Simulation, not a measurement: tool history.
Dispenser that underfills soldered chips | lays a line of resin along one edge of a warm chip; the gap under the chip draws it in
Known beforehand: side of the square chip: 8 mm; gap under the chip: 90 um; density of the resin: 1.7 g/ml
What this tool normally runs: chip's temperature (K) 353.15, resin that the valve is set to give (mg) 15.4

run   hour  chip's temperature (K)  resin that the valve is set to give (mg)  time until the resin shows at the far edge (s)  resin that the valve gave (mg)
  1    0.0                  353.15                                      15.4                                            27.8                           14.27
       4.5  -- new syringe of resin
  2    9.3                  353.15                                      15.4                                            17.5                           14.11
  3   22.7                  353.15                                      16.7                                            31.5                           15.24
      24.0  -- new syringe of resin
  4   30.4                  353.15                                      15.4                                            19.2                           14.08
      41.7  -- dispensing valve cleaned and set on the balance
      43.8  -- new syringe of resin
  5   44.7                  353.15                                      15.4                                            14.8                           15.41
  6   57.8                  353.15                                      15.4                                            26.2                           15.32
      63.0  -- new syringe of resin
  7   65.4                  353.15                                      15.4                                            15.4                           15.38
  8   80.7                  353.15                                      15.4                                            30.8                           15.16
      83.1  -- new syringe of resin
  9   89.4                  353.15                                      17.3                                            19.0                           17.01
     102.3  -- new syringe of resin
 10  102.5                  353.15                                      17.3                                            14.1                           16.71
 11  114.3                  353.15                                      15.4                                            23.2                           14.96
     121.1  -- new syringe of resin
 12  128.3                  353.15                                      15.4                                            18.8                           14.86
     140.5  -- new syringe of resin
 13  141.2                  353.15                                      16.4                                            14.0                           15.53
 14  155.9                  353.15                                      16.4                                            28.6                           15.64
     160.2  -- new syringe of resin
 15  167.8                  353.15                                      16.4                                            19.8                           15.58
     179.3  -- new syringe of resin
 16  182.4                  353.15                                      14.5                                            16.1                           13.57
 17  190.0                  353.15                                      14.5                                            22.9                           13.53
     198.3  -- new syringe of resin
 18  201.6                  357.15                                      13.9                                            13.8                           12.99
 19  214.2                  357.15                                      13.9                                            24.5                           12.78
     218.0  -- new syringe of resin
 20  228.0                  343.15                                      14.7                                            35.8                           13.53
     237.3  -- new syringe of resin
 21  239.9                  353.15                                      14.1                                            16.1                           12.85
 22  252.1                  339.15                                      15.9                                            54.1                           14.37
     254.4  -- dispensing valve cleaned and set on the balance
     257.2  -- new syringe of resin
 23  267.7                  344.15                                      19.0                                            33.0                           18.94
     276.0  -- new syringe of resin
 24  284.1                  353.15                                      20.0                                            19.9                           19.62
     294.8  -- new syringe of resin
 25  300.6                  353.15                                      16.2                                            17.2                           15.83
 26  311.6                  354.15                                      16.2                                            27.3                           15.65
     313.9  -- new syringe of resin
 27  318.8                  368.15                                      16.9                                             8.4                           16.51
 28  331.8                  339.15                                      13.6                                            63.1                           13.18
     333.4  -- new syringe of resin
 29  341.0                  339.15                                      13.6                                            40.7                           13.15
 30  348.7                  358.15                                      14.6                                            22.3                           13.77

What if the next run were any one of these 4? Each begins from the tool's condition after run 30:
     352.9  -- new syringe of resin
  A  357.0                  365.15                                      14.6                                               ?                               ?
     352.9  -- new syringe of resin
  B  357.0                  338.15                                      16.3                                               ?                               ?
     352.9  -- new syringe of resin
  C  357.0                  367.15                                      14.4                                               ?                               ?
     352.9  -- new syringe of resin
  D  357.0                  352.15                                      14.6                                               ?                               ?

run  time until the resin shows at the far edge (s)  resin that the valve gave (mg)
  A                                             9.5                           13.97
  B                                            36.6                           15.41
  C                                             8.4                           13.49
  D                                            18.0                           13.94
Stripped of hidden state, with their random variation kept, the same runs would have yielded:
run  time until the resin shows at the far edge (s)  resin that the valve gave (mg)
  A                                             8.0                           14.68
  B                                            31.2                           16.21
  C                                             7.0                           14.19
  D                                            15.2                           14.66

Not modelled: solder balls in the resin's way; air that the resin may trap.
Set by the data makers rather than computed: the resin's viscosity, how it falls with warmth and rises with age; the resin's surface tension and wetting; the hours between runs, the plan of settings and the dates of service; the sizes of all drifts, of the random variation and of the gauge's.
